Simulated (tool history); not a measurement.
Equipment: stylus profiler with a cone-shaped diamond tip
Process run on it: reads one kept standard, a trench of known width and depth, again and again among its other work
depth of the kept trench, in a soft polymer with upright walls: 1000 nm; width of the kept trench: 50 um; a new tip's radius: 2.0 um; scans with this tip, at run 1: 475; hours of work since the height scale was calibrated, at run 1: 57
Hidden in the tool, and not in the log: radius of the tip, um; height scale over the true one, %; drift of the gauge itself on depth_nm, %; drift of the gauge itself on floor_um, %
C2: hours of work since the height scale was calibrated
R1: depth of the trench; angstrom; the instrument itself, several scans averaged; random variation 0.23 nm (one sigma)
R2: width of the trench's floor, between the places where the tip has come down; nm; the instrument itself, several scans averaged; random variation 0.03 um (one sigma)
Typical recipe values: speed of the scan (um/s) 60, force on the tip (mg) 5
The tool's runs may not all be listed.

{"run": 1, "day": 0.0, "speed of the scan (um/s)": 60, "force on the tip (mg)": 5, "scans with this tip": 475, "C2": 57, "R1": 10091.2, "R2": 46260}
{"run": 2, "day": 0.988, "speed of the scan (um/s)": 60, "force on the tip (mg)": 2.5, "scans with this tip": 610, "C2": 73, "R1": 10061.4, "R2": 46230}
{"run": 3, "day": 2.033, "speed of the scan (um/s)": 60, "force on the tip (mg)": 5, "scans with this tip": 754, "C2": 90, "R1": 10091.1, "R2": 46230}
{"run": 4, "day": 3.458, "speed of the scan (um/s)": 60, "force on the tip (mg)": 5, "scans with this tip": 950, "C2": 114, "R1": 10087.3, "R2": 46210}
{"run": 5, "day": 4.446, "speed of the scan (um/s)": 60, "force on the tip (mg)": 5, "scans with this tip": 1086, "C2": 130, "R1": 10085.5, "R2": 46170}
{"run": 6, "day": 5.412, "speed of the scan (um/s)": 60, "force on the tip (mg)": 3.25, "scans with this tip": 1219, "C2": 146, "R1": 10061.2, "R2": 46130}
{"run": 7, "day": 7.275, "speed of the scan (um/s)": 60, "force on the tip (mg)": 3.25, "scans with this tip": 1475, "C2": 177, "R1": 10059.3, "R2": 46130}
{"run": 8, "day": 9.275, "speed of the scan (um/s)": 60, "force on the tip (mg)": 3.25, "scans with this tip": 1749, "C2": 209, "R1": 10061.7, "R2": 46030}
{"run": 9, "day": 11.275, "speed of the scan (um/s)": 60, "force on the tip (mg)": 5, "scans with this tip": 2024, "C2": 242, "R1": 10081, "R2": 46070}
{"run": 10, "day": 12.279, "speed of the scan (um/s)": 60, "force on the tip (mg)": 5, "scans with this tip": 2162, "C2": 259, "R1": 10083.4, "R2": 46010}
{"run": 11, "day": 14.458, "speed of the scan (um/s)": 60, "force on the tip (mg)": 14.95, "scans with this tip": 2462, "C2": 295, "R1": 10175.9, "R2": 46030}
{"run": 12, "day": 16.488, "speed of the scan (um/s)": 60, "force on the tip (mg)": 14.95, "scans with this tip": 2740, "C2": 328, "R1": 10174.7, "R2": 45990}
{"run": 13, "day": 17.912, "speed of the scan (um/s)": 60, "force on the tip (mg)": 14.95, "scans with this tip": 2936, "C2": 352, "R1": 10174.8, "R2": 46020}
{"run": 14, "day": 18.879, "speed of the scan (um/s)": 60, "force on the tip (mg)": 14.95, "scans with this tip": 3069, "C2": 367, "R1": 10173.2, "R2": 46000}
{"run": 15, "day": 20.167, "speed of the scan (um/s)": 60, "force on the tip (mg)": 5, "scans with this tip": 3246, "C2": 389, "R1": 10075.5, "R2": 45870}
{"run": 16, "day": 22.3, "speed of the scan (um/s)": 60, "force on the tip (mg)": 5, "scans with this tip": 3539, "C2": 424, "R1": 10078.2, "R2": 45810}
{"run": 17, "day": 24.25, "speed of the scan (um/s)": 60, "force on the tip (mg)": 5, "scans with this tip": 3807, "C2": 456, "R1": 10075.2, "R2": 45780}
{"run": 18, "day": 25.746, "speed of the scan (um/s)": 32, "force on the tip (mg)": 5, "scans with this tip": 4013, "C2": 480, "R1": 10073.5, "R2": 45850}
{"run": 19, "day": 27.033, "speed of the scan (um/s)": 32, "force on the tip (mg)": 5, "scans with this tip": 4190, "C2": 502, "R1": 10069.3, "R2": 45810}
{"run": 20, "day": 29.054, "speed of the scan (um/s)": 32, "force on the tip (mg)": 5, "scans with this tip": 4468, "C2": 535, "R1": 10074.9, "R2": 45740}
{"run": 21, "day": 31.079, "speed of the scan (um/s)": 32, "force on the tip (mg)": 5, "scans with this tip": 4746, "C2": 568, "R1": 10069.4, "R2": 45750}
{"run": 22, "day": 32.138, "speed of the scan (um/s)": 32, "force on the tip (mg)": 5, "scans with this tip": 4891, "C2": 586, "R1": 10073.5, "R2": 45660}
{"run": 23, "day": 34.308, "speed of the scan (um/s)": 32, "force on the tip (mg)": 5, "scans with this tip": 5189, "C2": 621, "R1": 10066.7, "R2": 45710}
{"run": 24, "day": 35.4, "speed of the scan (um/s)": 32, "force on the tip (mg)": 5, "scans with this tip": 5339, "C2": 639, "R1": 10068.4, "R2": 45650}
{"run": 25, "day": 37.621, "speed of the scan (um/s)": 38, "force on the tip (mg)": 5, "scans with this tip": 5644, "C2": 676, "R1": 10067.8, "R2": 45650}
{"run": 26, "day": 39.2, "speed of the scan (um/s)": 38, "force on the tip (mg)": 5, "scans with this tip": 5862, "C2": 702, "R1": 10060.2, "R2": 45560}
{"run": 27, "day": 40.392, "speed of the scan (um/s)": 42, "force on the tip (mg)": 3.13, "scans with this tip": 6025, "C2": 721, "R1": 10044.6, "R2": 45510}
{"run": 28, "day": 41.475, "speed of the scan (um/s)": 42, "force on the tip (mg)": 2.68, "scans with this tip": 6174, "C2": 739, "R1": 10032.6, "R2": 45430}
{"run": 29, "day": 42.671, "speed of the scan (um/s)": 42, "force on the tip (mg)": 2.68, "scans with this tip": 6339, "C2": 759, "R1": 10034.6, "R2": 45460}
{"run": 30, "day": 44.662, "speed of the scan (um/s)": 161, "force on the tip (mg)": 3.18, "scans with this tip": 6612, "C2": 792, "R1": 10044.5, "R2": 44950}
{"run": 31, "day": 46.833, "speed of the scan (um/s)": 60, "force on the tip (mg)": 11.79, "scans with this tip": 6911, "C2": 827, "R1": 10130.5, "R2": 45430}
{"run": 32, "day": 48.821, "speed of the scan (um/s)": 180, "force on the tip (mg)": 5.26, "scans with this tip": 7184, "C2": 860, "R1": 10065, "R2": 44950}

Run 33 is up next; what results do you expect?
{"run": 33, "day": 49.95, "speed of the scan (um/s)": 178, "force on the tip (mg)": 10.76, "scans with this tip": 7339, "C2": 879, "R1": "?", "R2": "?"}

R1: 10118.1 angstrom
R2: 45140 nm
Were there no unlogged condition in the tool, this run, its random variation unchanged, would have produced R1 10145 angstrom, R2 46200 nm.
